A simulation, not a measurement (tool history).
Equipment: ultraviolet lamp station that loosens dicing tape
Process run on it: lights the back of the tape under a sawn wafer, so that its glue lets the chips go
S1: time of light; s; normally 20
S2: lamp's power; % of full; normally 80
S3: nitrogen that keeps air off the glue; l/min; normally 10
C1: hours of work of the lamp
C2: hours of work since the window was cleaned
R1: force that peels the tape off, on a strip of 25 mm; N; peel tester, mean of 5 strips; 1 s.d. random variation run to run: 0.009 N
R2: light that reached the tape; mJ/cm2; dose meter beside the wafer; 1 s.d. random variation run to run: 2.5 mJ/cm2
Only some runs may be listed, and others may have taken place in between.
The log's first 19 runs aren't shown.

Run 20, hour 880.8: usual settings but S2 60 % of full; C1 1474; C2 516. Result: R1 1.441 N, R2 137 mJ/cm2.
Run 21, hour 943.2: usual settings but S2 60 % of full; C1 1509; C2 550. Result: R1 1.538 N, R2 132 mJ/cm2.
Run 22, hour 976.8: usual settings but S1 12 s, S2 90 % of full, S3 4 l/min; C1 1527; C2 569. Result: R1 2.225 N, R2 116 mJ/cm2.
Run 23, hour 1033.4: usual settings but S1 17 s, S2 60 % of full, S3 17 l/min; C1 1559; C2 600. Result: R1 1.599 N, R2 108 mJ/cm2.
Run 24, hour 1076.7: usual settings but S1 17 s, S2 77 % of full, S3 17 l/min; C1 1583; C2 624. Result: R1 1.13 N, R2 138 mJ/cm2.
At hour 1086.9: window cleaned of glue's vapour.
Run 25, hour 1115.9: usual settings but S1 17 s, S2 77 % of full, S3 17 l/min; C1 1604; C2 16. Result: R1 0.99 N, R2 154 mJ/cm2.
Run 26, hour 1157.6: usual settings but S1 16 s, S2 66 % of full, S3 7 l/min; C1 1627; C2 39. Result: R1 1.797 N, R2 122 mJ/cm2.
At hour 1181.1: lamp changed.
Run 27, hour 1217.2: usual settings but S1 24 s, S2 70 % of full, S3 4 l/min; C1 20; C2 72. Result: R1 0.607 N, R2 303 mJ/cm2.
Run 28, hour 1254.1: usual settings but S1 24 s, S2 70 % of full, S3 4 l/min; C1 40; C2 92. Result: R1 0.631 N, R2 294 mJ/cm2.
Run 29, hour 1290.4: usual settings but S1 24 s, S2 93 % of full, S3 5 l/min; C1 61; C2 112. Result: R1 0.31 N, R2 391 mJ/cm2.
Run 30, hour 1332.2: usual settings but S1 26 s, S2 92 % of full, S3 12 l/min; C1 84; C2 135. Result: R1 0.204 N, R2 417 mJ/cm2.
Run 31, hour 1384.9: usual settings but S1 11 s, S3 5 l/min; C1 113; C2 165. Result: R1 1.62 N, R2 149 mJ/cm2.
Run 32, hour 1438: usual settings but S1 29 s, S3 3 l/min; C1 142; C2 194. Result: R1 0.434 N, R2 396 mJ/cm2.

Forecast run 33:
Run 33, hour 1496: usual settings but S1 29 s, S3 3 l/min; C1 174; C2 226. Result: R1 ?, R2 ?.

Run 33 produced R1 0.463 N, R2 386 mJ/cm2.
On a tool with no hidden condition, and with the same random variation, this run would have come out at R1 0.389 N, R2 423 mJ/cm2.
